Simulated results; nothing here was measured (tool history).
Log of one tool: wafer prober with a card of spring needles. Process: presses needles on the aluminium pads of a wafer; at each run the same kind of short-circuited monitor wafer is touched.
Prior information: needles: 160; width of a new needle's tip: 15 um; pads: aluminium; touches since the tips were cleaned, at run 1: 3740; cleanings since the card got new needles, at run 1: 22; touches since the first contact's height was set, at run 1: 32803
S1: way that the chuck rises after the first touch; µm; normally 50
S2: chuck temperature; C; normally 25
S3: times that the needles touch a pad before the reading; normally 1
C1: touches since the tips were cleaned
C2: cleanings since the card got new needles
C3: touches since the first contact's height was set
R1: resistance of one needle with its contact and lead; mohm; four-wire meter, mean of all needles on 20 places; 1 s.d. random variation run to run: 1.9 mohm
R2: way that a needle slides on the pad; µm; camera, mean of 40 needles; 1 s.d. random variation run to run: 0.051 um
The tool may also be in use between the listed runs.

run	day	S1	S2	S3	C1	C2	C3	R1	R2
1	0.000	50	25	1	3740	22	32803	206	9.91
# day 0.258: tips cleaned on abrasive film
# day 1.083: tips cleaned on abrasive film
2	1.346	50	30	1	1837	24	42202	205	9.94
# day 1.921: tips cleaned on abrasive film
3	2.283	50	25	1	2557	25	48756	206	9.99
# day 2.775: tips cleaned on abrasive film
4	3.429	50	25	1	4603	26	56769	206	9.90
# day 3.600: tips cleaned on abrasive film
# day 4.442: tips cleaned on abrasive film
5	4.908	46	25	1	3282	28	67109	207	9.19
# day 5.283: tips cleaned on abrasive film
6	5.817	46	25	1	3743	29	73450	205	9.25
# day 6.188: tips cleaned on abrasive film
7	6.929	46	25	1	5218	30	81239	209	9.12
# day 7.017: tips cleaned on abrasive film
# day 7.829: tips cleaned on abrasive film
8	8.400	46	25	1	4025	32	91518	207	9.17
# day 8.683: tips cleaned on abrasive film
# day 9.496: tips cleaned on abrasive film
9	9.504	46	25	1	73	34	99228	206	9.12
# day 10.121: height of the first contact set anew
# day 10.392: tips cleaned on abrasive film
10	10.642	46	25	1	1745	35	3624	207	9.16
# day 11.279: tips cleaned on abrasive film
11	11.958	65	29	1	4776	36	12854	203	12.99
# day 12.200: tips cleaned on abrasive film
# day 13.088: tips cleaned on abrasive film
12	13.088	65	29	1	0	38	20719	202	12.92
# day 13.950: tips cleaned on abrasive film
13	14.075	50	70	1	879	39	27612	217	9.98
# day 14.829: tips cleaned on abrasive film
14	14.850	50	70	1	155	40	33040	217	10.05
15	15.479	65	70	1	4570	40	37455	213	12.99
# day 15.642: tips cleaned on abrasive film
# day 16.467: tips cleaned on abrasive film
16	16.467	42	25	2	0	42	44331	207	8.31
# day 17.292: tips cleaned on abrasive film
17	17.717	43	63	2	2993	43	53095	217	8.52
# day 18.108: tips cleaned on abrasive film
18	18.525	50	111	2	2924	44	58723	223	10.00

Alternative continuations, all from the tool just after run 18; predict every row:
# day 18.971: tips cleaned on abrasive film
A	19.571	43	111	3	4212	45	66054	?	?
# day 18.971: tips cleaned on abrasive film
B	19.571	39	25	1	4212	45	66054	?	?
# day 18.971: tips cleaned on abrasive film
C	19.571	50	111	1	4212	45	66054	?	?
# day 18.971: tips cleaned on abrasive film
D	19.571	62	62	2	4212	45	66054	?	?
# day 18.971: tips cleaned on abrasive film
E	19.571	50	104	2	4212	45	66054	?	?

run	R1	R2
A	229	8.52
B	209	7.69
C	223	9.86
D	213	12.36
E	221	9.88
Stripped of hidden state, with their random variation kept, the same runs would have yielded:
run	R1	R2
A	229	8.52
B	209	7.69
C	223	9.86
D	213	12.36
E	221	9.88

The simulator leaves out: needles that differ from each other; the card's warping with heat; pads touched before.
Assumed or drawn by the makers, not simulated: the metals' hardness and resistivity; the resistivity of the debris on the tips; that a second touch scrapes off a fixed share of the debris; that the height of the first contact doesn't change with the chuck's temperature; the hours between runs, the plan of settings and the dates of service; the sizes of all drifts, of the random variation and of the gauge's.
